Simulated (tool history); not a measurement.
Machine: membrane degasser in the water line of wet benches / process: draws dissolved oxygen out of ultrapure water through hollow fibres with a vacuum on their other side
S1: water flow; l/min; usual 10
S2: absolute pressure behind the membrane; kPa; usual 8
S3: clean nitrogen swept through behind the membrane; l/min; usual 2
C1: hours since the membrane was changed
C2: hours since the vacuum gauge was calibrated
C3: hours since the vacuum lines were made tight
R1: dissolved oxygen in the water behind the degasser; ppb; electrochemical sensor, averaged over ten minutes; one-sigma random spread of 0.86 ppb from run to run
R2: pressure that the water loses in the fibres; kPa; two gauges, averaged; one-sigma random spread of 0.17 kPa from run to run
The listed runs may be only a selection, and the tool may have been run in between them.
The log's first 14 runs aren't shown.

At hour 3049.4: vacuum gauge calibrated.
Run 15, hour 3225.3: usual settings; C1 3225; C2 176; C3 4879. Result: R1 80.7 ppb, R2 29.65 kPa.
Run 16, hour 3459.5: usual settings; C1 3459; C2 410; C3 5113. Result: R1 80.2 ppb, R2 29.37 kPa.
At hour 3739.2: seals of the vacuum lines changed.
Run 17, hour 3739.2: usual settings but S1 8 l/min, S2 5.89 kPa, S3 3.34 l/min; C1 3737; C2 688; C3 0. Result: R1 29.8 ppb, R2 23.68 kPa.
Run 18, hour 4001.1: usual settings but S3 3.2 l/min; C1 3999; C2 950; C3 262. Result: R1 59 ppb, R2 29.91 kPa.
Run 19, hour 4266.4: usual settings but S3 3.2 l/min; C1 4264; C2 1215; C3 527. Result: R1 59.6 ppb, R2 29.78 kPa.
Run 20, hour 4477: usual settings but S3 3.2 l/min; C1 4474; C2 1426; C3 738. Result: R1 58.8 ppb, R2 29.68 kPa.
Run 21, hour 4728.6: usual settings but S1 11 l/min, S2 10.67 kPa, S3 3.73 l/min; C1 4726; C2 1677; C3 989. Result: R1 81.7 ppb, R2 32.91 kPa.
Run 22, hour 4991.7: usual settings but S1 9 l/min, S2 8.26 kPa, S3 3.58 l/min; C1 4989; C2 1940; C3 1252. Result: R1 50.1 ppb, R2 26.59 kPa.
Run 23, hour 5120.8: usual settings but S1 12 l/min, S2 10.91 kPa, S3 1.27 l/min; C1 5118; C2 2069; C3 1382. Result: R1 200.4 ppb, R2 36.25 kPa.
Run 24, hour 5261.8: usual settings but S2 12.84 kPa, S3 5.57 l/min; C1 5259; C2 2210; C3 1523. Result: R1 64.2 ppb, R2 29.97 kPa.
Run 25, hour 5434.4: usual settings but S2 5.23 kPa, S3 2.32 l/min; C1 5432; C2 2383; C3 1695. Result: R1 42.5 ppb, R2 29.99 kPa.
Run 26, hour 5723.8: usual settings but S2 5.23 kPa, S3 2.32 l/min; C1 5721; C2 2672; C3 1985. Result: R1 43.5 ppb, R2 29.46 kPa.
Run 27, hour 6004.6: usual settings but S1 9 l/min, S2 5.23 kPa, S3 1.29 l/min; C1 6002; C2 2953; C3 2265. Result: R1 52.9 ppb, R2 27.14 kPa.
Run 28, hour 6201.2: usual settings but S1 9 l/min, S2 14.52 kPa, S3 1.07 l/min; C1 6199; C2 3150; C3 2462. Result: R1 240.5 ppb, R2 27 kPa.
Run 29, hour 6354.1: usual settings but S1 9 l/min, S2 14.52 kPa, S3 1.07 l/min; C1 6352; C2 3303; C3 2615. Result: R1 241.8 ppb, R2 27 kPa.

Estimate the outcome of run 30 from the log above:
Run 30, hour 6617.9: usual settings but S2 7.82 kPa, S3 3.85 l/min; C1 6615; C2 3566; C3 2879. Result: R1 ?, R2 ?.

{"run 30": {"R1": 51, "R2": 30.02}}
Without the tool's hidden state the same run would have given R1 50.8 ppb, R2 29.36 kPa.
